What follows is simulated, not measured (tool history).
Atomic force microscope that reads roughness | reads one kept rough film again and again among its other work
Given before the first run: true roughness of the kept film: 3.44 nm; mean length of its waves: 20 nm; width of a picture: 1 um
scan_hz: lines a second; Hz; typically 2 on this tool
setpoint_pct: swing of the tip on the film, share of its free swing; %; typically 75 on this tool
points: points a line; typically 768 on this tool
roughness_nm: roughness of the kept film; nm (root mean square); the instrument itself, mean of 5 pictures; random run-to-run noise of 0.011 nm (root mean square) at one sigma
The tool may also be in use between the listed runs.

{"run": 1, "hour": 0.0, "scan_hz": 2, "setpoint_pct": 75, "points": 768, "roughness_nm": 2.092}
{"run": 2, "hour": 8.0, "scan_hz": 2, "setpoint_pct": 75, "points": 768, "roughness_nm": 2.041}
{"run": 3, "hour": 16.0, "scan_hz": 2, "setpoint_pct": 75, "points": 768, "roughness_nm": 1.98}
{"run": 4, "hour": 20.2, "scan_hz": 2, "setpoint_pct": 75, "points": 768, "roughness_nm": 1.962}
{"run": 5, "hour": 26.2, "scan_hz": 2, "setpoint_pct": 82, "points": 768, "roughness_nm": 1.882}
{"run": 6, "hour": 34.3, "scan_hz": 0.7, "setpoint_pct": 75, "points": 768, "roughness_nm": 1.9}
{"run": 7, "hour": 38.8, "scan_hz": 2, "setpoint_pct": 75, "points": 768, "roughness_nm": 1.847}
{"run": 8, "hour": 46.5, "scan_hz": 2, "setpoint_pct": 75, "points": 768, "roughness_nm": 1.786}
{"run": 9, "hour": 55.2, "scan_hz": 2.42, "setpoint_pct": 75, "points": 768, "roughness_nm": 1.707}
{"run": 10, "hour": 61.7, "scan_hz": 2.42, "setpoint_pct": 75, "points": 768, "roughness_nm": 1.691}
{"run": 11, "hour": 66.6, "scan_hz": 2, "setpoint_pct": 73, "points": 768, "roughness_nm": 1.667}
{"run": 12, "hour": 74.1, "scan_hz": 2, "setpoint_pct": 73, "points": 768, "roughness_nm": 1.64}
{"hour": 78.1, "done": "new tip fitted"}
{"run": 13, "hour": 78.4, "scan_hz": 2, "setpoint_pct": 73, "points": 768, "roughness_nm": 2.659}
{"run": 14, "hour": 86.1, "scan_hz": 2, "setpoint_pct": 73, "points": 768, "roughness_nm": 2.545}
{"hour": 87.8, "done": "height scale calibrated on a step standard"}
{"run": 15, "hour": 93.9, "scan_hz": 2, "setpoint_pct": 75, "points": 768, "roughness_nm": 2.488}
{"run": 16, "hour": 98.6, "scan_hz": 2, "setpoint_pct": 75, "points": 768, "roughness_nm": 2.415}
{"run": 17, "hour": 108.0, "scan_hz": 2, "setpoint_pct": 75, "points": 768, "roughness_nm": 2.326}
{"run": 18, "hour": 115.3, "scan_hz": 2, "setpoint_pct": 75, "points": 768, "roughness_nm": 2.256}
{"hour": 122.2, "done": "height scale calibrated on a step standard, once more"}
{"run": 19, "hour": 125.2, "scan_hz": 2, "setpoint_pct": 75, "points": 768, "roughness_nm": 2.173}
{"run": 20, "hour": 132.4, "scan_hz": 2, "setpoint_pct": 75, "points": 768, "roughness_nm": 2.124}
{"run": 21, "hour": 137.0, "scan_hz": 0.62, "setpoint_pct": 75, "points": 768, "roughness_nm": 2.121}
{"run": 22, "hour": 141.4, "scan_hz": 2, "setpoint_pct": 75, "points": 768, "roughness_nm": 2.044}
{"run": 23, "hour": 147.4, "scan_hz": 2, "setpoint_pct": 89, "points": 401, "roughness_nm": 1.905}
{"run": 24, "hour": 151.7, "scan_hz": 0.81, "setpoint_pct": 89, "points": 401, "roughness_nm": 1.978}
{"run": 25, "hour": 157.6, "scan_hz": 2.08, "setpoint_pct": 60, "points": 510, "roughness_nm": 1.963}
{"run": 26, "hour": 165.4, "scan_hz": 2.08, "setpoint_pct": 80, "points": 256, "roughness_nm": 1.803}
{"run": 27, "hour": 174.5, "scan_hz": 2.08, "setpoint_pct": 86, "points": 262, "roughness_nm": 1.695}
{"run": 28, "hour": 181.2, "scan_hz": 2, "setpoint_pct": 75, "points": 953, "roughness_nm": 1.796}
{"run": 29, "hour": 190.0, "scan_hz": 2, "setpoint_pct": 58, "points": 768, "roughness_nm": 1.787}

Predict the results of run 30:
{"run": 30, "hour": 196.5, "scan_hz": 2, "setpoint_pct": 58, "points": 768, "roughness_nm": "?"}

{"run 30": {"roughness_nm": 1.75}}
Had the tool carried no hidden state, the very same run would have given roughness_nm 2.724 nm (root mean square).

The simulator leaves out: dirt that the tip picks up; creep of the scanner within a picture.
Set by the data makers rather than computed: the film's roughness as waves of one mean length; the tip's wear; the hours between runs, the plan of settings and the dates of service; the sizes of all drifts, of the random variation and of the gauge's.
